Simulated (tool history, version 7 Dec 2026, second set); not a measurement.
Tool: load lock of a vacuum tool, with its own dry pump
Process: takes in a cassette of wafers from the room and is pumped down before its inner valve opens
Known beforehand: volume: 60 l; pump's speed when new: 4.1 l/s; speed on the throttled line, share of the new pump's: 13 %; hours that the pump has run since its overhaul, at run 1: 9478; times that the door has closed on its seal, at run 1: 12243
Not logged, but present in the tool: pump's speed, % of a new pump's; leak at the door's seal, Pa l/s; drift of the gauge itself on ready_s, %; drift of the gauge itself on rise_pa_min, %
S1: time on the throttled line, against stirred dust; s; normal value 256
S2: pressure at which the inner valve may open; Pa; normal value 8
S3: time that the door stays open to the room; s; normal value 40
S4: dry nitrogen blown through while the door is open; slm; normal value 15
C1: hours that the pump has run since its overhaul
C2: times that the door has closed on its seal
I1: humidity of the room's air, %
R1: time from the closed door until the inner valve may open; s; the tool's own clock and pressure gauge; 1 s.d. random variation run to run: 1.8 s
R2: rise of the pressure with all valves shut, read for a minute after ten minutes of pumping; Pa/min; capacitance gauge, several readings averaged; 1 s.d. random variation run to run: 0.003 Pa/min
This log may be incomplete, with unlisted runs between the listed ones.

Run 1, hour 0.0: usual settings; C1 9478; C2 12243; I1 44.2. Result: R1 382.8 s, R2 0.083 Pa/min.
Run 2, hour 287.7: usual settings; C1 9765; C2 12754; I1 46.1. Result: R1 380.5 s, R2 0.088 Pa/min.
Run 3, hour 437.4: usual settings; C1 9915; C2 13020; I1 45.1. Result: R1 383.7 s, R2 0.081 Pa/min.
Run 4, hour 648.6: usual settings but S3 112 s; C1 10126; C2 13395; I1 45.9. Result: R1 380.7 s, R2 0.101 Pa/min.
Run 5, hour 865.7: usual settings; C1 10343; C2 13781; I1 43.8. Result: R1 384.1 s, R2 0.090 Pa/min.
Run 6, hour 1139.0: usual settings; C1 10617; C2 14267; I1 46.0. Result: R1 384.1 s, R2 0.090 Pa/min.
Run 7, hour 1272.7: usual settings; C1 10750; C2 14504; I1 45.2. Result: R1 387.8 s, R2 0.098 Pa/min.
Run 8, hour 1520.8: usual settings; C1 10998; C2 14945; I1 44.0. Result: R1 385.8 s, R2 0.096 Pa/min.
Run 9, hour 1780.7: usual settings but S2 10 Pa; C1 11258; C2 15407; I1 47.8. Result: R1 381.2 s, R2 0.101 Pa/min.
Run 10, hour 1898.8: usual settings but S2 10 Pa; C1 11376; C2 15617; I1 43.1. Result: R1 385.2 s, R2 0.102 Pa/min.
Run 11, hour 2132.3: usual settings but S2 10 Pa; C1 11610; C2 16032; I1 48.7. Result: R1 382.2 s, R2 0.105 Pa/min.
Run 12, hour 2400.0: usual settings; C1 11878; C2 16508; I1 46.5. Result: R1 391.2 s, R2 0.116 Pa/min.
Run 13, hour 2581.0: usual settings; C1 12059; C2 16829; I1 47.5. Result: R1 392.7 s, R2 0.110 Pa/min.
Run 14, hour 2775.8: usual settings but S2 15 Pa; C1 12253; C2 17175; I1 43.4. Result: R1 376.5 s, R2 0.110 Pa/min.
Run 15, hour 3008.4: usual settings but S2 15 Pa; C1 12486; C2 17589; I1 43.6. Result: R1 379.6 s, R2 0.116 Pa/min.
Run 16, hour 3280.5: usual settings but S3 100 s; C1 12758; C2 18072; I1 45.6. Result: R1 391.3 s, R2 0.133 Pa/min.
Run 17, hour 3403.6: usual settings but S4 5 slm; C1 12881; C2 18291; I1 43.4. Result: R1 394.8 s, R2 0.127 Pa/min.
Run 18, hour 3611.4: usual settings but S2 9 Pa, S3 128 s, S4 13 slm; C1 13089; C2 18660; I1 47.7. Result: R1 389.8 s, R2 0.142 Pa/min.
Run 19, hour 3758.2: usual settings but S1 268 s, S3 70 s, S4 17 slm; C1 13236; C2 18921; I1 47.4. Result: R1 401.6 s, R2 0.127 Pa/min.
Run 20, hour 4004.9: usual settings but S1 137 s, S3 38 s, S4 16 slm; C1 13483; C2 19360; I1 45.7. Result: R1 293.2 s, R2 0.127 Pa/min.
Run 21, hour 4184.7: usual settings but S1 217 s, S3 185 s; C1 13662; C2 19679; I1 41.9. Result: R1 358.9 s, R2 0.147 Pa/min.
Run 22, hour 4390.1: usual settings but S1 217 s, S3 185 s; C1 13868; C2 20044; I1 44.9. Result: R1 360.6 s, R2 0.156 Pa/min.
Run 23, hour 4521.7: usual settings but S1 512 s, S4 10 slm; C1 13999; C2 20278; I1 45.7. Result: R1 610.2 s, R2 0.137 Pa/min.
Run 24, hour 4807.7: usual settings but S1 216 s, S2 10 Pa, S4 22 slm; C1 14285; C2 20786; I1 46.0. Result: R1 357.3 s, R2 0.135 Pa/min.
Run 25, hour 4959.8: usual settings but S1 334 s, S2 10 Pa, S3 85 s, S4 4 slm; C1 14437; C2 21056; I1 44.2. Result: R1 456.1 s, R2 0.164 Pa/min.
Run 26, hour 5199.5: usual settings but S1 418 s, S2 7 Pa, S3 87 s, S4 17 slm; C1 14677; C2 21482; I1 42.2. Result: R1 537.4 s, R2 0.149 Pa/min.
Run 27, hour 5352.8: usual settings but S2 12 Pa, S3 80 s, S4 25 slm; C1 14830; C2 21755; I1 48.7. Result: R1 388.6 s, R2 0.149 Pa/min.
Run 28, hour 5482.4: usual settings but S3 80 s, S4 30 slm; C1 14960; C2 21985; I1 40.9. Result: R1 396.8 s, R2 0.146 Pa/min.
Run 29, hour 5751.4: usual settings but S3 48 s; C1 15229; C2 22463; I1 46.2. Result: R1 397.8 s, R2 0.153 Pa/min.
Run 30, hour 5902.2: usual settings but S1 142 s, S3 32 s, S4 17 slm; C1 15380; C2 22731; I1 50.5. Result: R1 304.2 s, R2 0.147 Pa/min.
Run 31, hour 6184.2: usual settings but S1 242 s, S3 236 s, S4 18 slm; C1 15662; C2 23232; I1 44.1. Result: R1 386.4 s, R2 0.178 Pa/min.
Run 32, hour 6301.9: usual settings but S4 34 slm; C1 15780; C2 23441; I1 41.9. Result: R1 400.6 s, R2 0.146 Pa/min.
At hour 6475.4: dry pump taken out, an overhauled one fitted.
Run 33, hour 6532.0: usual settings but S1 288 s, S2 15 Pa, S3 37 s, S4 34 slm; C1 57; C2 23840; I1 44.9. Result: R1 378.5 s, R2 0.151 Pa/min.
Run 34, hour 6785.7: usual settings but S3 90 s; C1 310; C2 24290; I1 46.2. Result: R1 364.8 s, R2 0.181 Pa/min.

Consider 4 possible next runs. They are alternatives, not a sequence: every one starts from the tool as it was left by run 34. What does each give?
Run A, hour 6909.0: usual settings but S3 90 s, S4 17 slm; C1 434; C2 24510; I1 44.4. Result: R1 ?, R2 ?.
Run B, hour 6909.0: usual settings but S1 362 s, S3 90 s, S4 11 slm; C1 434; C2 24510; I1 42.5. Result: R1 ?, R2 ?.
Run C, hour 6909.0: usual settings but S2 11 Pa, S3 90 s; C1 434; C2 24510; I1 48.3. Result: R1 ?, R2 ?.
Run D, hour 6909.0: usual settings but S3 119 s; C1 434; C2 24510; I1 45.3. Result: R1 ?, R2 ?.

run     R1     R2
  A  363.6  0.172
  B  453.0  0.183
  C  358.6  0.181
  D  362.1  0.189
What these runs would have given with no unlogged condition in the tool:
run     R1     R2
  A  362.5  0.035
  B  452.0  0.044
  C  357.2  0.043
  D  361.0  0.051

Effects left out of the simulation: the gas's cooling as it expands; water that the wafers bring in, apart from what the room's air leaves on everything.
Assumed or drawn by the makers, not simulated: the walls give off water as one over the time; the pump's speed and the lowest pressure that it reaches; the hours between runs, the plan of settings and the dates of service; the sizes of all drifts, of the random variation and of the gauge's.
